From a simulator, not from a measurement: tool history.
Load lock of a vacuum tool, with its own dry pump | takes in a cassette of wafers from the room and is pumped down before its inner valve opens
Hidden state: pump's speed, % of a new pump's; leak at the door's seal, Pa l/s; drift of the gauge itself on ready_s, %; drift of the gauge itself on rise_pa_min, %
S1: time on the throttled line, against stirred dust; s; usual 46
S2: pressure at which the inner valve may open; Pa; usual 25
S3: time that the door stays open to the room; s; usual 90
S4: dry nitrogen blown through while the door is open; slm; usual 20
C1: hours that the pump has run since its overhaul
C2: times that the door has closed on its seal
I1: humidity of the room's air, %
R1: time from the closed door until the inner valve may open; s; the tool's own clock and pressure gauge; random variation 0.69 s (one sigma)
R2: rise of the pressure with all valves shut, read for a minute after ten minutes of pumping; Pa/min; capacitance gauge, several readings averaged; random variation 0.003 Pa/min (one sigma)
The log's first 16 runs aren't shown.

run	hour	S1	S2	S3	S4	C1	C2	I1	R1	R2
17	5021.2	46	25	90	20	9092	14538	42.9	115.2	0.251
18	5326.8	46	25	90	20	9398	15284	43.3	113.1	0.284
19	5723.6	24	41	181	20	9795	16252	44.3	95.2	0.316
20	6153.6	24	41	181	20	10225	17302	45.9	97.7	0.339
21	6479.3	36	25	68	26	10550	18097	45.6	111.1	0.349
22	6941.5	69	25	92	29	11012	19226	46.3	131.8	0.386
23	7201.6	35	24	90	20	11273	19861	44.1	110.6	0.408
24	7674.4	83	21	181	20	11745	21015	46.1	144.8	0.448
25	7897.9	28	25	47	20	11969	21560	46.1	108.4	0.439
26	8147.7	28	25	47	20	12219	22170	48.3	108.2	0.461
# hour 8511.8: door's seal changed, seat wiped
27	8589.7	28	25	47	20	12659	190	49.9	107.5	0.022
28	8959.4	62	25	90	20	13029	1093	48.4	130.6	0.039
29	9345.2	62	25	90	20	13415	2035	45.7	130.4	0.047
30	9542.8	31	25	90	27	13612	2517	42.8	111.8	0.041
31	10004.9	46	38	90	25	14074	3645	43.6	119.0	0.053
32	10309.9	46	26	90	19	14379	4390	45.0	122.2	0.068
33	10763.5	37	32	173	15	14833	5497	49.0	113.7	0.100
34	11233.9	37	32	173	15	15303	6646	43.6	115.4	0.116

Run 35 comes next. What will it give?
35	11528.3	87	26	112	25	15598	7364	47.1	?	?

{"run 35": {"R1": 148.9, "R2": 0.113}}
Without the tool's hidden state the same run would have given R1 132.9 s, R2 0.036 Pa/min.
